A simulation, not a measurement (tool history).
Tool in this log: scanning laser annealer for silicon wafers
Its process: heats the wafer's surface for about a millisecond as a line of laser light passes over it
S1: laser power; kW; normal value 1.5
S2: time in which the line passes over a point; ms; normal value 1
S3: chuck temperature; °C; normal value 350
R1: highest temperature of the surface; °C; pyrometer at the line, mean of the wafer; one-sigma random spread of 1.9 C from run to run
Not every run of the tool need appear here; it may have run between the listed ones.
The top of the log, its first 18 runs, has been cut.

Run 19, hour 217.7: usual settings but S1 1.291 kW. Result: R1 990 °C.
Run 20, hour 233.8: usual settings. Result: R1 1110 °C.
Run 21, hour 250.2: usual settings. Result: R1 1106 °C.
Run 22, hour 263.9: usual settings. Result: R1 1106 °C.
Run 23, hour 275.2: usual settings but S1 1.63 kW, S2 1.21 ms, S3 351 °C. Result: R1 1281 °C.
Run 24, hour 291.9: usual settings but S1 1.63 kW, S2 1.21 ms, S3 351 °C. Result: R1 1283 °C.
Run 25, hour 300.8: usual settings but S1 1.63 kW, S2 0.95 ms, S3 351 °C. Result: R1 1162 °C.
Run 26, hour 315.7: usual settings but S1 1.448 kW, S2 0.9 ms, S3 361 °C. Result: R1 1042 °C.
Run 27, hour 330.4: usual settings but S2 0.89 ms. Result: R1 1057 °C.
Run 28, hour 343.2: usual settings but S2 0.89 ms. Result: R1 1062 °C.
Run 29, hour 360.2: usual settings but S2 0.89 ms. Result: R1 1057 °C.
Run 30, hour 372: usual settings but S1 1.395 kW, S3 334 °C. Result: R1 1027 °C.
Run 31, hour 381.5: usual settings but S1 1.395 kW, S3 334 °C. Result: R1 1024 °C.
Run 32, hour 398.4: usual settings but S1 1.496 kW, S2 0.71 ms, S3 334 °C. Result: R1 950 °C.
Run 33, hour 414.3: usual settings but S1 1.364 kW, S2 1.22 ms, S3 357 °C. Result: R1 1114 °C.
Run 34, hour 429.5: usual settings but S1 1.383 kW, S2 1.22 ms, S3 316 °C. Result: R1 1082 °C.
Run 35, hour 437.6: usual settings but S1 1.52 kW. Result: R1 1112 °C.
Run 36, hour 452.7: usual settings but S1 1.615 kW, S3 326 °C. Result: R1 1148 °C.
Run 37, hour 468.4: usual settings but S1 1.615 kW, S3 326 °C. Result: R1 1145 °C.
At hour 476.4: window over the wafer cleaned.
Run 38, hour 485.7: usual settings but S1 1.615 kW, S2 1.25 ms, S3 389 °C. Result: R1 1388 °C.
Run 39, hour 500.4: usual settings but S1 1.378 kW, S2 0.8 ms, S3 325 °C. Result: R1 965 °C.
Run 40, hour 512: usual settings but S1 1.378 kW, S2 0.8 ms, S3 325 °C. Result: R1 965 °C.

5 ways to go on from here, each from the tool as it stands after run 40. What would each give?
Run A, hour 528.3: usual settings but S1 1.451 kW, S2 0.81 ms, S3 325 °C. Result: R1 ?.
Run B, hour 528.3: usual settings but S1 1.41 kW. Result: R1 ?.
Run C, hour 528.3: usual settings but S1 1.57 kW, S2 0.73 ms. Result: R1 ?.
Run D, hour 528.3: usual settings but S1 1.592 kW, S2 0.95 ms, S3 324 °C. Result: R1 ?.
Run E, hour 528.3: usual settings but S1 1.503 kW, S2 1.14 ms, S3 313 °C. Result: R1 ?.

run    R1
  A  1011
  B  1095
  C  1058
  D  1157
  E  1177
With the hidden condition removed and each run's random variation left untouched, the same runs would have given:
run    R1
  A  1017
  B  1102
  C  1064
  D  1165
  E  1185
